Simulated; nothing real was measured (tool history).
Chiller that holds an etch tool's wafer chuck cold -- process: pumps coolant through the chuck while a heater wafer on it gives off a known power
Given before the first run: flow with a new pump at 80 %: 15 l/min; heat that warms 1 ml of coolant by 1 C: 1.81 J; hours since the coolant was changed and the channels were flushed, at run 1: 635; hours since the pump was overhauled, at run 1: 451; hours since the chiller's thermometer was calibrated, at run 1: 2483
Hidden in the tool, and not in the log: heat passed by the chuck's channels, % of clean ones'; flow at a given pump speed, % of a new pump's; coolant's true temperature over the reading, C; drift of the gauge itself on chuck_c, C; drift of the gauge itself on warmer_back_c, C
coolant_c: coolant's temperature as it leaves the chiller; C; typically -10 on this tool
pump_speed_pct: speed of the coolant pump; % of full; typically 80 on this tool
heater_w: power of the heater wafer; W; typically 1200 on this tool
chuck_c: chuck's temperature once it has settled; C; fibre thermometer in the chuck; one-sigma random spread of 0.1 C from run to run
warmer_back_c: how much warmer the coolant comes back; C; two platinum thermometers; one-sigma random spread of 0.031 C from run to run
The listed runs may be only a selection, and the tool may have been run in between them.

run   hour  coolant_c  pump_speed_pct  heater_w  hours since the coolant was changed and the channels were flushed  hours since the pump was overhauled  hours since the chiller's thermometer was calibrated  chuck_c  warmer_back_c
  1      0        -10              80      1200                                                                635                                  451                                                  2483       -2           2.66
  2   15.2        -10              80      1200                                                                650                                  466                                                  2498     -2.2            2.6
  3   45.3        -10              80      1200                                                                680                                  496                                                  2528     -2.1            2.6
  4   77.8        -10              80      1200                                                                713                                  529                                                  2561     -2.1           2.61
  5   99.9        -10              80      1200                                                                735                                  551                                                  2583     -2.3           2.57
  6  114.3        -10              80      1200                                                                749                                  565                                                  2597     -1.9            2.6
  7  146.1        -10              80      1200                                                                781                                  597                                                  2629       -2           2.54
  8  178.5        -10              80      1200                                                                813                                  629                                                  2661     -2.2           2.59
  9  198.7        -10              80      1200                                                                834                                  649                                                  2682     -2.1           2.54
 10  231.1        -10              80      1200                                                                866                                  682                                                  2714       -2           2.54
 11  253.7        -10              80      1200                                                                889                                  705                                                  2737     -2.2           2.57
 12  281.9        -10              80      1200                                                                917                                  733                                                  2765       -2           2.57
 13  311.5        -10              80      1200                                                                946                                  762                                                  2795       -2           2.51
 14  340.5        -10              80      1200                                                                975                                  791                                                  2824     -2.1           2.49
 15  367.1        -11              80      1200                                                               1002                                  818                                                  2850       -3           2.51
 16  391.9         -4              67       679                                                               1027                                  843                                                  2875      1.1           1.66
 17  423.4         -4              91       679                                                               1058                                  874                                                  2906      0.1            1.2
 18  444.2         -4              91       900                                                               1079                                  895                                                  2927      1.5           1.56
 19  459.6        -14              91       900                                                               1095                                  910                                                  2943     -8.7           1.57
 20  490.7        -10              62       652                                                               1126                                  941                                                  2974     -4.7           1.71
 21  515.7        -14              80      1553                                                               1151                                  966                                                  2999     -3.8           3.19
 22  535.6        -10              66      1458                                                               1171                                  986                                                  3019      1.1           3.75
 23  554.4        -18              80      1140                                                               1189                                 1005                                                  3037    -10.5           2.32
 24  586.3        -14              88       810                                                               1221                                 1037                                                  3069     -8.9           1.38
 25  613.5         -4              76      1250                                                               1248                                 1064                                                  3097      4.6           2.71
 26  639.9         -4              76      1250                                                               1275                                 1091                                                  3123      4.7           2.63
 27  674.1        -11              84      1200                                                               1309                                 1125                                                  3157     -3.3           2.22
 28  698.6        -11              84      1200                                                               1334                                 1149                                                  3182     -3.4           2.27
 29  732.8        -11              84      1292                                                               1368                                 1184                                                  3216     -2.9           2.41

Each row is a separate what-if for the run after 29, all from the same tool condition, not one after another. Results?
  A  747.4        -10              67      1200                                                               1382                                 1198                                                  3230        ?              ?
  B  747.4        -11              80      1557                                                               1382                                 1198                                                  3230        ?              ?
  C  747.4         -3              80      1200                                                               1382                                 1198                                                  3230        ?              ?
  D  747.4        -16              84      1421                                                               1382                                 1198                                                  3230        ?              ?
  E  747.4        -19              99      1292                                                               1382                                 1198                                                  3230        ?              ?

run  chuck_c  warmer_back_c
  A       -1           2.91
  B     -0.9           3.16
  C        5           2.37
  D     -6.9           2.78
  E    -11.7           1.98
With no hidden state in the tool, these same runs would have given:
run  chuck_c  warmer_back_c
  A       -1           3.18
  B     -0.9           3.43
  C        5           2.64
  D     -6.9           3.04
  E    -11.7           2.24
